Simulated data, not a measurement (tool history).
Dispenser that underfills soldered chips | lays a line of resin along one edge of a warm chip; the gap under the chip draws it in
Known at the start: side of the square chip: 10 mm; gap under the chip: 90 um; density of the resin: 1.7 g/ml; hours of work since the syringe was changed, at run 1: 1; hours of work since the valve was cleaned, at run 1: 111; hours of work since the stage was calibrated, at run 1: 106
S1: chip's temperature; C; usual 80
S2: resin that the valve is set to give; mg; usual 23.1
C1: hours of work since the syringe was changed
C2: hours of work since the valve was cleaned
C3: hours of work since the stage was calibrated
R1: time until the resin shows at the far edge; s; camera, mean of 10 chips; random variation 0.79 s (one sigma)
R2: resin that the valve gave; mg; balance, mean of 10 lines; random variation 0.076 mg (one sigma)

run,hour,S1,S2,C1,C2,C3,R1,R2
1,0,80,23.1,1,111,106,76.6,22.15
2,7.1,80,23.1,6,116,111,93.6,22.13
3,10.5,80,23.1,8,118,114,103.9,21.99
# hour 14.4: dispensing valve cleaned and set on the balance
# hour 15.2: new syringe of resin
4,15.3,91,23.1,0,0,116,50.6,23.17
5,20.4,91,23.1,4,4,120,60,22.97
6,27.4,91,23.1,9,9,125,73.8,23.17
# hour 30.8: new syringe of resin
7,34.6,91,23.1,3,14,130,55.1,22.96
8,38.9,91,23.1,6,17,133,64.7,23.08
9,44.5,80,24.6,10,21,137,104.3,24.6
# hour 46.6: new syringe of resin
10,50.2,80,24.6,3,25,140,79.2,24.43
11,56.4,81,24.6,7,29,145,91.6,24.35
# hour 62.2: new syringe of resin
12,62.3,82,23.9,0,33,149,66.7,23.59
13,69.6,76,29.1,5,38,154,100.4,28.66
14,72.7,86,25.4,7,40,156,80.8,25.11
15,76.5,79,21,10,43,159,114.9,20.7
# hour 77.7: new syringe of resin
16,82.7,79,21,4,47,163,89.7,20.73
17,87.2,79,21,7,50,166,102,20.78
18,91.9,79,20.8,10,54,170,115.2,20.5
# hour 93.2: new syringe of resin
19,98.6,79,20.9,4,58,174,87.4,20.55
20,104.4,79,20.9,8,62,178,102.8,20.54
# hour 108.9: new syringe of resin
21,109.1,86,26.2,0,65,181,57.7,25.7
22,113.4,91,23.9,3,68,184,57.2,23.31

The same runs without the tool's hidden state, with the same run-to-run variation:
The hidden state here: resin's viscosity, % of fresh resin's; dose that the valve gives, % of what is set; true chip temperature over the reading, C; drift of the gauge itself on fill_s, %; drift of the gauge itself on given_mg, %.
run,R1,R2
1,73.8,23.09
2,72.8,23.12
3,72.9,22.99
4,51.4,23.15
5,52.4,22.97
6,52.1,23.21
7,50.2,23.03
8,51.9,23.18
9,70.8,24.73
10,72.2,24.59
11,69.4,24.55
12,68,23.81
13,82.6,28.98
14,60.6,25.41
15,76.7,20.97
16,78.2,21.03
17,77.9,21.1
18,76.3,20.84
19,76.8,20.92
20,76,20.94
21,59.1,26.22
22,51.4,23.81

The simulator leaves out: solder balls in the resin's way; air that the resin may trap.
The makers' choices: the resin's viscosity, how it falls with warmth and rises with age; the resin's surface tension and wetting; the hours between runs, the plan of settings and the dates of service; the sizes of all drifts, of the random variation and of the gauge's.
